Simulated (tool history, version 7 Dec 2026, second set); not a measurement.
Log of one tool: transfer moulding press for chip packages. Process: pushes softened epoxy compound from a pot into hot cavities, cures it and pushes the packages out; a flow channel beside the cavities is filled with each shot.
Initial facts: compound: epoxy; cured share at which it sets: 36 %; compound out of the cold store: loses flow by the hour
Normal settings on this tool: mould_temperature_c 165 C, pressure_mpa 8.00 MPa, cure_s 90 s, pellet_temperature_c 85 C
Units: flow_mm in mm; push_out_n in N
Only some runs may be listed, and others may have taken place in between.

run	hour	mould_temperature_c	pressure_mpa	cure_s	pellet_temperature_c	incoming compound's hours out of the cold store	flow_mm	push_out_n
1	0.0	165	8.00	90	85	28.0	628	931
2	33.3	165	8.00	90	85	8.8	662	1099
# hour 62.0: cavities cleaned with cleaning compound and waxed
3	67.1	165	8.00	90	85	14.0	648	1297
4	104.2	165	8.00	90	85	23.7	617	1267
5	133.7	165	9.82	90	85	35.4	671	1220
# hour 154.5: cavities cleaned with cleaning compound and waxed
6	161.2	165	9.82	90	85	27.1	685	757
7	188.9	165	8.00	90	85	9.5	663	987
# hour 238.6: cavities cleaned with cleaning compound and waxed, once more
8	240.5	172	8.00	90	85	44.5	564	486
9	284.6	169	6.48	92	77	37.9	518	731
# hour 330.7: cavities cleaned with cleaning compound and waxed
10	332.1	165	8.92	90	83	10.0	667	756
11	371.6	165	8.92	90	83	39.9	611	922
12	396.3	167	7.34	73	93	29.6	562	1462
# hour 424.2: cavities cleaned with cleaning compound and waxed
13	424.2	164	6.90	108	84	14.3	572	540
14	472.5	159	6.26	75	76	41.2	523	2201
# hour 517.3: cavities cleaned with cleaning compound and waxed
15	517.7	159	6.26	75	76	30.5	531	1687
16	539.2	165	6.71	71	80	37.4	520	1558

Here are 4 independent what-if runs from the current tool condition. What would each one return?
A	567.7	159	8.00	124	85	42.8	?	?
B	567.7	165	6.76	90	85	36.2	?	?
C	567.7	160	8.00	98	82	43.8	?	?
D	567.7	169	8.13	71	82	43.7	?	?

run	flow_mm	push_out_n
A	579	738
B	523	953
C	572	1173
D	550	1329
Without the tool's unlogged condition, the same runs would have read:
run	flow_mm	push_out_n
A	629	498
B	568	633
C	621	771
D	598	880
